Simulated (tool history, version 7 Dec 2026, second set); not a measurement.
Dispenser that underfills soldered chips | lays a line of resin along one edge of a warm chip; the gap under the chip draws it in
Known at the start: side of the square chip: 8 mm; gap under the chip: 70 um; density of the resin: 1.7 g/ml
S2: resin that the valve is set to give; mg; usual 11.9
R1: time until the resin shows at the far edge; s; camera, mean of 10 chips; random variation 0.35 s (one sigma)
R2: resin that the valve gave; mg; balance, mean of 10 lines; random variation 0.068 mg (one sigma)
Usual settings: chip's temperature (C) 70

{"run": 1, "hour": 0.0, "chip's temperature (C)": 70, "S2": 11.9, "R1": 22.4, "R2": 11.87}
{"hour": 11.3, "done": "new syringe of resin"}
{"run": 2, "hour": 11.3, "chip's temperature (C)": 80, "S2": 11.9, "R1": 12.5, "R2": 11.89}
{"run": 3, "hour": 24.9, "chip's temperature (C)": 80, "S2": 11.9, "R1": 21.3, "R2": 11.73}
{"hour": 27.0, "done": "new syringe of resin"}
{"run": 4, "hour": 41.5, "chip's temperature (C)": 80, "S2": 11.9, "R1": 22.7, "R2": 11.67}
{"hour": 42.7, "done": "new syringe of resin"}
{"run": 5, "hour": 51.5, "chip's temperature (C)": 80, "S2": 11.9, "R1": 18.2, "R2": 11.7}
{"hour": 59.0, "done": "new syringe of resin"}
{"run": 6, "hour": 60.8, "chip's temperature (C)": 56, "S2": 11.9, "R1": 33.9, "R2": 11.57}
{"run": 7, "hour": 69.2, "chip's temperature (C)": 72, "S2": 11.9, "R1": 26, "R2": 11.54}
{"hour": 75.6, "done": "new syringe of resin"}
{"run": 8, "hour": 83.1, "chip's temperature (C)": 72, "S2": 11.9, "R1": 23.9, "R2": 11.36}
{"hour": 89.4, "done": "dispensing valve cleaned and set on the balance"}
{"hour": 92.8, "done": "new syringe of resin"}
{"run": 9, "hour": 94.3, "chip's temperature (C)": 70, "S2": 11.9, "R1": 20.3, "R2": 11.83}
{"hour": 109.3, "done": "new syringe of resin"}
{"run": 10, "hour": 109.7, "chip's temperature (C)": 70, "S2": 11.9, "R1": 19.2, "R2": 11.8}
{"hour": 125.5, "done": "new syringe of resin"}
{"run": 11, "hour": 126.1, "chip's temperature (C)": 70, "S2": 11.9, "R1": 19.4, "R2": 11.73}
{"run": 12, "hour": 134.4, "chip's temperature (C)": 59, "S2": 11.9, "R1": 40.5, "R2": 11.62}
{"hour": 141.9, "done": "new syringe of resin"}
{"run": 13, "hour": 145.1, "chip's temperature (C)": 59, "S2": 11.9, "R1": 32.9, "R2": 11.49}
{"hour": 157.9, "done": "new syringe of resin"}
{"run": 14, "hour": 161.4, "chip's temperature (C)": 78, "S2": 13.2, "R1": 16, "R2": 12.63}
{"run": 15, "hour": 168.5, "chip's temperature (C)": 57, "S2": 11.8, "R1": 45.7, "R2": 11.18}
{"hour": 174.1, "done": "new syringe of resin"}
{"hour": 179.0, "done": "dispensing valve cleaned and set on the balance"}
{"run": 16, "hour": 181.9, "chip's temperature (C)": 78, "S2": 10.2, "R1": 18.2, "R2": 10.23}
{"hour": 191.1, "done": "new syringe of resin"}
{"run": 17, "hour": 193.5, "chip's temperature (C)": 63, "S2": 13, "R1": 27.3, "R2": 12.99}
{"hour": 207.5, "done": "new syringe of resin"}
{"run": 18, "hour": 209.6, "chip's temperature (C)": 63, "S2": 13, "R1": 27.2, "R2": 12.79}
{"hour": 223.3, "done": "new syringe of resin"}
{"run": 19, "hour": 226.1, "chip's temperature (C)": 70, "S2": 12.7, "R1": 21.9, "R2": 12.4}
{"run": 20, "hour": 235.7, "chip's temperature (C)": 61, "S2": 10.9, "R1": 44, "R2": 10.65}
{"hour": 239.9, "done": "new syringe of resin"}
{"run": 21, "hour": 247.1, "chip's temperature (C)": 61, "S2": 10.9, "R1": 36.2, "R2": 10.53}

3 ways to go on from here, each from the tool as it stands after run 21. What would each give?
{"hour": 255.9, "done": "new syringe of resin"}
{"run": "A", "hour": 260.3, "chip's temperature (C)": 63, "S2": 13.6, "R1": "?", "R2": "?"}
{"hour": 255.9, "done": "new syringe of resin"}
{"run": "B", "hour": 260.3, "chip's temperature (C)": 82, "S2": 14.7, "R1": "?", "R2": "?"}
{"hour": 255.9, "done": "new syringe of resin"}
{"run": "C", "hour": 260.3, "chip's temperature (C)": 56, "S2": 12, "R1": "?", "R2": "?"}

run=A R1=29.9 R2=12.83
run=B R1=14.1 R2=14.11
run=C R1=40.5 R2=11.56
Without the tool's hidden state the same runs would have given:
run=A R1=24.5 R2=13.42
run=B R1=11.6 R2=14.75
run=C R1=33 R2=12.07
